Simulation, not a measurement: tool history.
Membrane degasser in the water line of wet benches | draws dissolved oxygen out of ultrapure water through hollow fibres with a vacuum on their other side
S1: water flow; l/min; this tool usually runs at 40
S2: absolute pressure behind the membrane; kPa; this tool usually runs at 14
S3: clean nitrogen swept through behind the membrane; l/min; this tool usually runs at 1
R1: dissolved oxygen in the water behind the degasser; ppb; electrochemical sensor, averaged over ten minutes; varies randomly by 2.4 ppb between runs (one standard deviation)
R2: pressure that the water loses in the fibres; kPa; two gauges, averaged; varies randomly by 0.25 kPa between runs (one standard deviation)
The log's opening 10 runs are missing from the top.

run      day  S1    S2    S3      R1     R2
 11   86.692  40    14     1     852  67.19
 12   97.921  30    14     1   662.7  50.34
     106.517  -- vacuum gauge calibrated
 13  107.458  30    14     1   670.3  50.85
 14  114.179  56    14     1  1156.6  94.17
 15  123.975  56    14     1  1169.2  94.18
 16  133.192  40    14     1   868.1  67.07
 17  139.267  40    14     1   866.9  67.47
 18  143.938  40    14     1     863  68.04
 19  153.479  39  14.2  1.95   525.1  66.08
 20  158.429  42  22.9  0.67  1915.4   71.3
 21  166.517  37  16.7  0.46    1643   63.1
     172.779  -- vacuum gauge calibrated, once more
 22  177.708  39     9  1.14   437.2  66.49
 23  186.175  36  10.6  1.16   494.2   61.3

What does the tool deliver on the next run?
 24  194.538  36  9.4  0.49   ?   ?

R1: 768.5 ppb
R2: 61.4 kPa
If the tool had no hidden condition, the same run with the same run-to-run variation would have returned R1 753.3 ppb, R2 58.32 kPa.
